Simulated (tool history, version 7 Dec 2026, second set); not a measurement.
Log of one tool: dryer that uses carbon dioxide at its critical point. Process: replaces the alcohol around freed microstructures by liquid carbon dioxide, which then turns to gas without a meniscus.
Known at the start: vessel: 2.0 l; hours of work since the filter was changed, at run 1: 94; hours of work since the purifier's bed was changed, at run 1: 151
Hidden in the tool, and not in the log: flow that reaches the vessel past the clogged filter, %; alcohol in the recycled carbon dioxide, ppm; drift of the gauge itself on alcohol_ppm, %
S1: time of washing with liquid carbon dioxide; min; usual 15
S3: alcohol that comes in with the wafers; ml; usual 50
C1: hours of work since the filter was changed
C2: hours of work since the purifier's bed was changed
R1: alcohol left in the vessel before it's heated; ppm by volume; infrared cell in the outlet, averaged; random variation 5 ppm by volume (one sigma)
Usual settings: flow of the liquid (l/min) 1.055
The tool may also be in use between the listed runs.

run 1 hour=0.0 | S1=15 flow_of_the_liquid_(l/min)=1.055 S3=50 | C1=94 C2=151 | R1=32
run 2 hour=31.7 | S1=15 flow_of_the_liquid_(l/min)=1.120 S3=50 | C1=114 C2=171 | R1=27
run 3 hour=69.4 | S1=15 flow_of_the_liquid_(l/min)=1.120 S3=50 | C1=137 C2=194 | R1=33
run 4 hour=101.8 | S1=15 flow_of_the_liquid_(l/min)=1.120 S3=50 | C1=156 C2=213 | R1=33
run 5 hour=118.2 | S1=15 flow_of_the_liquid_(l/min)=1.120 S3=50 | C1=166 C2=223 | R1=18
run 6 hour=156.8 | S1=15 flow_of_the_liquid_(l/min)=1.120 S3=50 | C1=190 C2=247 | R1=29
run 7 hour=196.6 | S1=15 flow_of_the_liquid_(l/min)=0.900 S3=50 | C1=214 C2=271 | R1=71
run 8 hour=234.4 | S1=15 flow_of_the_liquid_(l/min)=1.055 S3=118 | C1=237 C2=294 | R1=69
run 9 hour=258.9 | S1=15 flow_of_the_liquid_(l/min)=1.055 S3=31 | C1=252 C2=309 | R1=29
run 10 hour=282.2 | S1=10 flow_of_the_liquid_(l/min)=1.055 S3=50 | C1=266 C2=323 | R1=238
run 11 hour=307.4 | S1=10 flow_of_the_liquid_(l/min)=1.055 S3=50 | C1=282 C2=339 | R1=243
run 12 hour=333.1 | S1=10 flow_of_the_liquid_(l/min)=1.055 S3=50 | C1=297 C2=354 | R1=262
run 13 hour=352.8 | S1=15 flow_of_the_liquid_(l/min)=1.055 S3=100 | C1=309 C2=366 | R1=66
run 14 hour=369.6 | S1=15 flow_of_the_liquid_(l/min)=1.055 S3=100 | C1=319 C2=376 | R1=67
run 15 hour=400.2 | S1=15 flow_of_the_liquid_(l/min)=1.055 S3=115 | C1=338 C2=395 | R1=92
run 16 hour=419.4 | S1=15 flow_of_the_liquid_(l/min)=1.055 S3=115 | C1=350 C2=407 | R1=84
run 17 hour=452.1 | S1=15 flow_of_the_liquid_(l/min)=1.055 S3=115 | C1=370 C2=427 | R1=99
run 18 hour=483.1 | S1=15 flow_of_the_liquid_(l/min)=1.055 S3=50 | C1=389 C2=446 | R1=70
run 19 hour=509.8 | S1=15 flow_of_the_liquid_(l/min)=1.055 S3=50 | C1=405 C2=462 | R1=60
run 20 hour=541.8 | S1=15 flow_of_the_liquid_(l/min)=1.055 S3=50 | C1=424 C2=481 | R1=69
run 21 hour=558.1 | S1=10 flow_of_the_liquid_(l/min)=1.055 S3=50 | C1=434 C2=491 | R1=334
run 22 hour=577.3 | S1=10 flow_of_the_liquid_(l/min)=1.055 S3=50 | C1=446 C2=503 | R1=329
run 23 hour=596.0 | S1=10 flow_of_the_liquid_(l/min)=1.055 S3=50 | C1=457 C2=514 | R1=338
run 24 hour=627.9 | S1=15 flow_of_the_liquid_(l/min)=1.080 S3=50 | C1=477 C2=534 | R1=70
run 25 hour=661.0 | S1=14 flow_of_the_liquid_(l/min)=1.080 S3=33 | C1=497 C2=554 | R1=76
-- hour=669.3 inlet filter changed
run 26 hour=686.3 | S1=9 flow_of_the_liquid_(l/min)=0.740 S3=27 | C1=10 C2=569 | R1=558
run 27 hour=707.3 | S1=11 flow_of_the_liquid_(l/min)=1.210 S3=70 | C1=23 C2=581 | R1=91
run 28 hour=740.2 | S1=15 flow_of_the_liquid_(l/min)=1.170 S3=74 | C1=43 C2=601 | R1=45
run 29 hour=776.9 | S1=18 flow_of_the_liquid_(l/min)=0.790 S3=94 | C1=65 C2=624 | R1=94
run 30 hour=806.3 | S1=11 flow_of_the_liquid_(l/min)=1.055 S3=21 | C1=83 C2=642 | R1=78
run 31 hour=831.4 | S1=14 flow_of_the_liquid_(l/min)=1.380 S3=60 | C1=99 C2=657 | R1=49
run 32 hour=856.8 | S1=14 flow_of_the_liquid_(l/min)=1.380 S3=60 | C1=114 C2=672 | R1=49
run 33 hour=876.5 | S1=21 flow_of_the_liquid_(l/min)=1.380 S3=60 | C1=126 C2=684 | R1=44
run 34 hour=905.4 | S1=15 flow_of_the_liquid_(l/min)=1.550 S3=50 | C1=144 C2=702 | R1=52
run 35 hour=924.3 | S1=17 flow_of_the_liquid_(l/min)=1.590 S3=50 | C1=155 C2=714 | R1=54
run 36 hour=956.2 | S1=15 flow_of_the_liquid_(l/min)=0.650 S3=50 | C1=175 C2=733 | R1=323
run 37 hour=985.5 | S1=23 flow_of_the_liquid_(l/min)=0.980 S3=95 | C1=193 C2=751 | R1=47
run 38 hour=1008.8 | S1=21 flow_of_the_liquid_(l/min)=0.760 S3=66 | C1=207 C2=765 | R1=66
run 39 hour=1045.0 | S1=21 flow_of_the_liquid_(l/min)=0.760 S3=66 | C1=229 C2=787 | R1=81
run 40 hour=1076.0 | S1=9 flow_of_the_liquid_(l/min)=1.055 S3=70 | C1=248 C2=806 | R1=525
run 41 hour=1093.9 | S1=9 flow_of_the_liquid_(l/min)=1.490 S3=70 | C1=259 C2=817 | R1=131
run 42 hour=1116.8 | S1=9 flow_of_the_liquid_(l/min)=1.490 S3=70 | C1=272 C2=831 | R1=138
run 43 hour=1142.7 | S1=23 flow_of_the_liquid_(l/min)=1.290 S3=41 | C1=288 C2=847 | R1=51
run 44 hour=1180.4 | S1=13 flow_of_the_liquid_(l/min)=1.290 S3=86 | C1=311 C2=869 | R1=89
run 45 hour=1210.0 | S1=20 flow_of_the_liquid_(l/min)=0.830 S3=24 | C1=329 C2=887 | R1=64
run 46 hour=1231.1 | S1=20 flow_of_the_liquid_(l/min)=0.830 S3=24 | C1=342 C2=900 | R1=67
run 47 hour=1255.1 | S1=20 flow_of_the_liquid_(l/min)=0.830 S3=24 | C1=357 C2=915 | R1=75

3 ways to go on from here, each from the tool as it stands after run 47. What would each give?
run A hour=1282.6 | S1=20 flow_of_the_liquid_(l/min)=1.470 S3=24 | C1=373 C2=932 | R1=?
run B hour=1282.6 | S1=24 flow_of_the_liquid_(l/min)=0.690 S3=37 | C1=373 C2=932 | R1=?
run C hour=1282.6 | S1=17 flow_of_the_liquid_(l/min)=1.320 S3=95 | C1=373 C2=932 | R1=?

run=A R1=54
run=B R1=74
run=C R1=62
Without the tool's hidden state the same runs would have given:
run=A R1=0
run=B R1=8
run=C R1=4
